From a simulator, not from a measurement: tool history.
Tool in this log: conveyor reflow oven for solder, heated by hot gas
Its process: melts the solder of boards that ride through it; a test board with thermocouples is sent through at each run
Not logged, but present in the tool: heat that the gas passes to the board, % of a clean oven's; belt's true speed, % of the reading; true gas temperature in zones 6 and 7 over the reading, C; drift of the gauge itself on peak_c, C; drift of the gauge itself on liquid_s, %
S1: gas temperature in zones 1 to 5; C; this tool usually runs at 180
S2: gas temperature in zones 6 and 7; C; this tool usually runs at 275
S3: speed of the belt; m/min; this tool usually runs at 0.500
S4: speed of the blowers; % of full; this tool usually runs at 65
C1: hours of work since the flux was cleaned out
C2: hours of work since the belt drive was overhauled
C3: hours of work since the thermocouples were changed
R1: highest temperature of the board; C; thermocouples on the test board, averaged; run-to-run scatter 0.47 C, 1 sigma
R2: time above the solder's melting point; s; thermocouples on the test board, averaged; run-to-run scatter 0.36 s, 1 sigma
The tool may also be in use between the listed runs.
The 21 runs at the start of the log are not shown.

{"hour": 275.5, "done": "flux residue cleaned out of gas plates and filters"}
{"run": 22, "hour": 283.1, "S1": 194, "S2": 275, "S3": 0.511, "S4": 65, "C1": 5, "C2": 455, "C3": 356, "R1": 256.9, "R2": 73.7}
{"run": 23, "hour": 299.3, "S1": 166, "S2": 275, "S3": 0.5, "S4": 65, "C1": 15, "C2": 465, "C3": 366, "R1": 251.6, "R2": 58.6}
{"run": 24, "hour": 307.2, "S1": 195, "S2": 275, "S3": 0.528, "S4": 65, "C1": 20, "C2": 470, "C3": 371, "R1": 255.2, "R2": 71.3}
{"run": 25, "hour": 322.7, "S1": 195, "S2": 275, "S3": 0.528, "S4": 65, "C1": 30, "C2": 480, "C3": 381, "R1": 255.0, "R2": 70.0}
{"run": 26, "hour": 333.5, "S1": 195, "S2": 263, "S3": 0.575, "S4": 89, "C1": 37, "C2": 487, "C3": 388, "R1": 247.9, "R2": 60.6}
{"run": 27, "hour": 345.5, "S1": 195, "S2": 263, "S3": 0.478, "S4": 57, "C1": 44, "C2": 494, "C3": 396, "R1": 246.3, "R2": 70.8}
{"run": 28, "hour": 356.5, "S1": 190, "S2": 288, "S3": 0.477, "S4": 80, "C1": 51, "C2": 501, "C3": 403, "R1": 271.5, "R2": 86.3}
{"run": 29, "hour": 373.1, "S1": 190, "S2": 288, "S3": 0.477, "S4": 80, "C1": 62, "C2": 512, "C3": 413, "R1": 271.7, "R2": 86.1}
{"hour": 396.1, "done": "flux residue cleaned out of gas plates and filters, once more"}
{"run": 30, "hour": 396.2, "S1": 177, "S2": 285, "S3": 0.594, "S4": 80, "C1": 0, "C2": 523, "C3": 424, "R1": 260.1, "R2": 58.4}
{"run": 31, "hour": 411.2, "S1": 177, "S2": 285, "S3": 0.594, "S4": 80, "C1": 10, "C2": 533, "C3": 434, "R1": 259.9, "R2": 58.8}
{"run": 32, "hour": 429.9, "S1": 180, "S2": 279, "S3": 0.5, "S4": 55, "C1": 21, "C2": 545, "C3": 446, "R1": 255.1, "R2": 67.2}

Branching from run 32: 3 alternative next runs. What would each branch give?
{"run": "A", "hour": 441.8, "S1": 190, "S2": 286, "S3": 0.423, "S4": 65, "C1": 29, "C2": 552, "C3": 453, "R1": "?", "R2": "?"}
{"run": "B", "hour": 441.8, "S1": 192, "S2": 273, "S3": 0.504, "S4": 65, "C1": 29, "C2": 552, "C3": 453, "R1": "?", "R2": "?"}
{"run": "C", "hour": 441.8, "S1": 192, "S2": 279, "S3": 0.5, "S4": 55, "C1": 29, "C2": 552, "C3": 453, "R1": "?", "R2": "?"}

run=A R1=271.0 R2=96.6
run=B R1=254.6 R2=72.4
run=C R1=257.1 R2=74.6
With the hidden condition removed and each run's random variation left untouched, the same runs would have given:
run=A R1=273.0 R2=96.2
run=B R1=256.4 R2=72.5
run=C R1=258.8 R2=74.6

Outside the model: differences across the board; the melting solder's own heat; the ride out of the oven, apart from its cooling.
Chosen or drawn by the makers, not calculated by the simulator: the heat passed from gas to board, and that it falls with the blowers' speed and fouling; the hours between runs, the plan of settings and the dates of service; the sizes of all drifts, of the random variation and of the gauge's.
